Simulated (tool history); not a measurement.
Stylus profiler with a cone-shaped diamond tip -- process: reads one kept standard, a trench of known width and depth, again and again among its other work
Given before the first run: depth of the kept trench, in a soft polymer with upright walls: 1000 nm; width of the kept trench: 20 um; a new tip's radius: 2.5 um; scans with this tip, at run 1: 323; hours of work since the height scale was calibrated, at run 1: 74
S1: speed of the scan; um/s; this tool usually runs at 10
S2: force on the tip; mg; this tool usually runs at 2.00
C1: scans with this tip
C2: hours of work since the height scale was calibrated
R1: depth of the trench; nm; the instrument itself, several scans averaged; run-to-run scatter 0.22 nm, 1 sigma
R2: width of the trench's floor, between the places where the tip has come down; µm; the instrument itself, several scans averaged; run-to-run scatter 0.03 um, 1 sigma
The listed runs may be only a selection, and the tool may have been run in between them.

{"run": 1, "hour": 0.0, "S1": 10, "S2": 2.0, "C1": 323, "C2": 74, "R1": 1005.89, "R2": 15.92}
{"run": 2, "hour": 10.5, "S1": 10, "S2": 2.0, "C1": 354, "C2": 81, "R1": 1006.26, "R2": 15.94}
{"run": 3, "hour": 27.3, "S1": 10, "S2": 2.01, "C1": 404, "C2": 92, "R1": 1006.37, "R2": 15.91}
{"run": 4, "hour": 49.6, "S1": 10, "S2": 2.01, "C1": 470, "C2": 107, "R1": 1006.39, "R2": 15.94}
{"run": 5, "hour": 68.9, "S1": 10, "S2": 2.0, "C1": 528, "C2": 121, "R1": 1006.12, "R2": 15.93}
{"run": 6, "hour": 88.4, "S1": 10, "S2": 0.94, "C1": 585, "C2": 134, "R1": 1003.69, "R2": 15.91}
{"run": 7, "hour": 100.0, "S1": 10, "S2": 0.94, "C1": 620, "C2": 142, "R1": 1003.49, "R2": 15.89}
{"run": 8, "hour": 111.3, "S1": 10, "S2": 2.0, "C1": 653, "C2": 149, "R1": 1006.47, "R2": 15.9}
{"run": 9, "hour": 128.6, "S1": 10, "S2": 3.71, "C1": 704, "C2": 161, "R1": 1009.48, "R2": 15.9}
{"run": 10, "hour": 138.5, "S1": 10, "S2": 3.71, "C1": 734, "C2": 168, "R1": 1009.49, "R2": 15.89}
{"run": 11, "hour": 153.7, "S1": 10, "S2": 3.71, "C1": 779, "C2": 178, "R1": 1009.56, "R2": 15.88}
{"run": 12, "hour": 171.8, "S1": 10, "S2": 2.74, "C1": 833, "C2": 190, "R1": 1007.78, "R2": 15.9}
{"run": 13, "hour": 186.6, "S1": 10, "S2": 2.74, "C1": 876, "C2": 200, "R1": 1007.72, "R2": 15.89}
{"run": 14, "hour": 204.3, "S1": 10, "S2": 2.74, "C1": 929, "C2": 212, "R1": 1008.07, "R2": 15.85}
{"run": 15, "hour": 222.2, "S1": 10, "S2": 2.74, "C1": 982, "C2": 224, "R1": 1007.78, "R2": 15.89}
{"run": 16, "hour": 245.3, "S1": 8, "S2": 1.85, "C1": 1050, "C2": 240, "R1": 1006.07, "R2": 15.88}
{"run": 17, "hour": 263.0, "S1": 2, "S2": 5.05, "C1": 1103, "C2": 252, "R1": 1011.64, "R2": 15.89}
{"run": 18, "hour": 281.4, "S1": 29, "S2": 1.02, "C1": 1158, "C2": 265, "R1": 1004.52, "R2": 15.69}
{"run": 19, "hour": 294.6, "S1": 10, "S2": 1.09, "C1": 1197, "C2": 273, "R1": 1004.49, "R2": 15.82}
{"run": 20, "hour": 316.5, "S1": 4, "S2": 3.52, "C1": 1261, "C2": 288, "R1": 1009.44, "R2": 15.88}
{"run": 21, "hour": 335.6, "S1": 4, "S2": 3.52, "C1": 1318, "C2": 301, "R1": 1009.44, "R2": 15.86}
{"run": 22, "hour": 353.3, "S1": 11, "S2": 1.61, "C1": 1370, "C2": 313, "R1": 1005.75, "R2": 15.72}
{"run": 23, "hour": 370.9, "S1": 9, "S2": 2.07, "C1": 1423, "C2": 325, "R1": 1006.73, "R2": 15.81}
{"run": 24, "hour": 386.4, "S1": 13, "S2": 2.26, "C1": 1469, "C2": 336, "R1": 1006.97, "R2": 15.8}
{"run": 25, "hour": 402.1, "S1": 11, "S2": 1.62, "C1": 1515, "C2": 346, "R1": 1006.07, "R2": 15.76}
{"run": 26, "hour": 420.9, "S1": 4, "S2": 3.45, "C1": 1571, "C2": 359, "R1": 1009.36, "R2": 15.78}

Alternative continuations, all from the tool just after run 26; predict every row:
{"run": "A", "hour": 434.0, "S1": 20, "S2": 2.35, "C1": 1610, "C2": 368, "R1": "?", "R2": "?"}
{"run": "B", "hour": 434.0, "S1": 2, "S2": 4.78, "C1": 1610, "C2": 368, "R1": "?", "R2": "?"}
{"run": "C", "hour": 434.0, "S1": 19, "S2": 0.79, "C1": 1610, "C2": 368, "R1": "?", "R2": "?"}

run=A R1=1007.37 R2=15.71
run=B R1=1011.51 R2=15.78
run=C R1=1004.12 R2=15.65
With no hidden state in the tool, these same runs would have given:
run=A R1=1006.57 R2=15.90
run=B R1=1010.71 R2=15.97
run=C R1=1003.32 R2=15.84

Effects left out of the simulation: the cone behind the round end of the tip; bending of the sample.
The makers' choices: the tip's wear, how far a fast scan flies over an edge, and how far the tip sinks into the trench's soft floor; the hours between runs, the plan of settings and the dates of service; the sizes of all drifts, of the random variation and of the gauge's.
